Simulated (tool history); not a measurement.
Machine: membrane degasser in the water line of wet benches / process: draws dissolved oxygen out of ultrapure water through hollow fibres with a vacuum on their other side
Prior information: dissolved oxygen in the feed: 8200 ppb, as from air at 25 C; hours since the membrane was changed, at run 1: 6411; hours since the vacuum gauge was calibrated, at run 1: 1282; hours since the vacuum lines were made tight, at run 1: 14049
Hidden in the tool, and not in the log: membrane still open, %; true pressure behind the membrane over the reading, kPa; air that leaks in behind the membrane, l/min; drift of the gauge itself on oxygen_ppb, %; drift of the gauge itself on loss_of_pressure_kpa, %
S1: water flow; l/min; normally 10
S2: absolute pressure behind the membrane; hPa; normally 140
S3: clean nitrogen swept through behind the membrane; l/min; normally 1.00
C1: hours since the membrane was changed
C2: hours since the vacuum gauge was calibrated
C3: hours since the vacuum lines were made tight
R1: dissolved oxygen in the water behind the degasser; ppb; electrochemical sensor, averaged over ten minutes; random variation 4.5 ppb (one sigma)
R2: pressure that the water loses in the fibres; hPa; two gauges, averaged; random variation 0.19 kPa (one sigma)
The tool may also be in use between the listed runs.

run    hour  S1   S2    S3    C1    C2     C3     R1     R2
  1     0.0  10  140  1.00  6411  1282  14049  474.5  412.5
  2   111.3  10  140  1.00  6522  1394  14160  481.1  409.9
  3   210.0  10  140  1.00  6621  1492  14259  484.6  413.6
  4   341.7  10  152  1.00  6752  1624  14391  504.6  412.1
  5   488.8  10  152  1.00  6899  1771  14538  523.0  411.8
  6   615.0  10  140  1.00  7026  1897  14664  482.4  411.8
  7   777.9  12  140  1.00  7188  2060  14827  601.3  493.7
  8   919.9  12  140  1.00  7330  2202  14969  599.4  495.5
  9  1013.8  10  114  1.00  7424  2296  15063  432.0  413.0
 10  1105.0  10  114  1.00  7515  2387  15154  433.3  413.8
 11  1218.0  10  140  1.00  7629  2500  15267  491.9  414.5
 12  1310.5  10  140  1.00  7721  2593  15360  496.1  410.9
 13  1409.8   8  140  1.00  7820  2692  15459  375.0  327.4
 14  1592.9   8  140  1.53  8003  2875  15642  304.9  332.0
 15  1764.5   8  140  1.53  8175  3047  15814  311.4  331.1
     1775.3  -- vacuum gauge calibrated
 16  1845.5  10  140  1.00  8256    70  15894  502.9  415.2
 17  1948.8  10  140  1.10  8359   174  15997  469.1  414.8
 18  2089.8  10  140  1.10  8500   315  16138  471.1  417.2
 19  2237.9   8   95  0.87  8648   463  16286  308.1  331.4
 20  2358.7  10   89  0.53  8769   583  16407  481.4  411.6

Predict the results of run 21:
 21  2491.6  10  152  0.53  8902  716  16540   ?   ?

R1: 729.4 ppb
R2: 416.3 hPa
Were there no unlogged condition in the tool, this run, its random variation unchanged, would have produced R1 671.4 ppb, R2 398.2 hPa.
